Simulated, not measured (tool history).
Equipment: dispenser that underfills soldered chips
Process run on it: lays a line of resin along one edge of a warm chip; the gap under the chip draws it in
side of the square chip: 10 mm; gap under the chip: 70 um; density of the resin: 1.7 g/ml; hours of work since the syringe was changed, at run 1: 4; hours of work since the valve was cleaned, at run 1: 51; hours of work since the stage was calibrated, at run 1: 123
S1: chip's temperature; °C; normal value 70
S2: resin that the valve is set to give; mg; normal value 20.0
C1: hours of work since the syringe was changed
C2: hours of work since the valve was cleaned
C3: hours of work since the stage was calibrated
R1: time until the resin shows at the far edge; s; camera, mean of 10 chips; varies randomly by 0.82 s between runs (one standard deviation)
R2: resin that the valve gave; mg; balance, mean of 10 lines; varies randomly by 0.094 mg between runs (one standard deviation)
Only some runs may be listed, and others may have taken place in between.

run    day  S1    S2  C1   C2   C3     R1     R2
  1  0.000  70  20.0   4   51  123  102.6  19.55
     0.225  -- new syringe of resin
  2  0.450  70  20.0   4   58  130  106.6  19.52
     0.654  -- new syringe of resin
  3  0.867  70  17.1   4   65  136  104.0  16.63
     1.108  -- new syringe of resin
  4  1.108  70  20.0   0   69  140   77.4  19.44
  5  1.400  70  20.0   5   74  145  115.1  19.42
     1.546  -- new syringe of resin
  6  1.725  70  22.2   3   79  150  100.7  21.41
     1.992  -- new syringe of resin
  7  2.279  70  22.2   5   88  159  113.8  21.51
     2.425  -- new syringe of resin
  8  2.817  70  22.2   6   96  168  135.6  21.46
     2.858  -- new syringe of resin
     3.304  -- new syringe of resin
  9  3.312  70  22.2   0  104  176   78.6  21.18
 10  3.617  77  20.0   5  109  181   89.1  19.07
     3.758  -- new syringe of resin
 11  4.121  77  20.0   6  117  189   94.2  19.11
     4.183  -- new syringe of resin
     4.612  -- new syringe of resin
 12  4.654  77  20.0   1  126  197   61.4  18.88
 13  4.979  70  22.3   6  131  202  128.8  21.02
     5.042  -- new syringe of resin
 14  5.400  77  23.9   6  138  209   93.2  22.38
     5.500  -- new syringe of resin
 15  5.696  58  24.5   3  142  214  178.6  22.97
     5.779  -- dispensing valve cleaned and set on the balance
     5.975  -- new syringe of resin
 16  6.208  58  24.5   4    7  221  191.6  24.46
     6.421  -- new syringe of resin
 17  6.500  74  24.9   1   11  226   69.6  24.83
     6.854  -- new syringe of resin
 18  6.854  73  20.4   0   17  232   68.0  20.34
 19  7.112  73  20.4   4   21  236   96.6  20.29

Expected results for the next run?
     7.296  -- new syringe of resin
 20  7.571  73  20.4   5  29  243   ?   ?

R1: 99.1 s
R2: 20.34 mg
If the tool had no hidden condition, the same run with the same run-to-run variation would have returned R1 66.6 s, R2 20.62 mg.
